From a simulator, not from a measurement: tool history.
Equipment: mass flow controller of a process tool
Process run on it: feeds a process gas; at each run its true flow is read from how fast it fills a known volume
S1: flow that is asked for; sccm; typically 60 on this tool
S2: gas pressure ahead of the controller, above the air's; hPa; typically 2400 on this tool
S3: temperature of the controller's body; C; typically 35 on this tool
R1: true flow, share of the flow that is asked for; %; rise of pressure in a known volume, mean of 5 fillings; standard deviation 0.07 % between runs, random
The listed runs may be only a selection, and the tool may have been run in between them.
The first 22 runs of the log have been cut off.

run    hour  S1    S2  S3      R1
 23  2666.2  80  2170  21  100.74
 24  2810.5  80  1400  34  100.21
 25  2970.7  80  2330  40   99.49
 26  3156.1  80  2330  40    99.5
 27  3329.9  80  2330  40   99.68
 28  3447.9  76  1690  21  101.03
 29  3597.4  19  1730  35   97.49
 30  3767.2  19  1730  35   97.53
 31  3876.5  56  1520  35   99.67
 32  4026.3  56  1520  35   99.67
 33  4168.3  56  1520  35   99.62
 34  4254.7  56  1520  35    99.7
 35  4440.7  56  1520  35   99.73
 36  4619.7  56  1490  33   99.98
 37  4732.9  56  1490  33   99.95
 38  4886.7  56  1490  33    99.8
 39  4995.2  60  2750  24  100.26
 40  5080.1  60  2750  24  100.43
 41  5227.9  60  2750  24   100.5

Forecast each of these 4 alternatives for the next run:
  A  5331  11  2730  24   ?
  B  5331  60  2750  29   ?
  C  5331  60  2460  25   ?
  D  5331  24  2120  21   ?

run      R1
  A   96.56
  B  100.24
  C   100.5
  D   99.25
Without the tool's unlogged condition, the same runs would have read:
run     R1
  A   97.7
  B  98.61
  C  98.87
  D  98.56

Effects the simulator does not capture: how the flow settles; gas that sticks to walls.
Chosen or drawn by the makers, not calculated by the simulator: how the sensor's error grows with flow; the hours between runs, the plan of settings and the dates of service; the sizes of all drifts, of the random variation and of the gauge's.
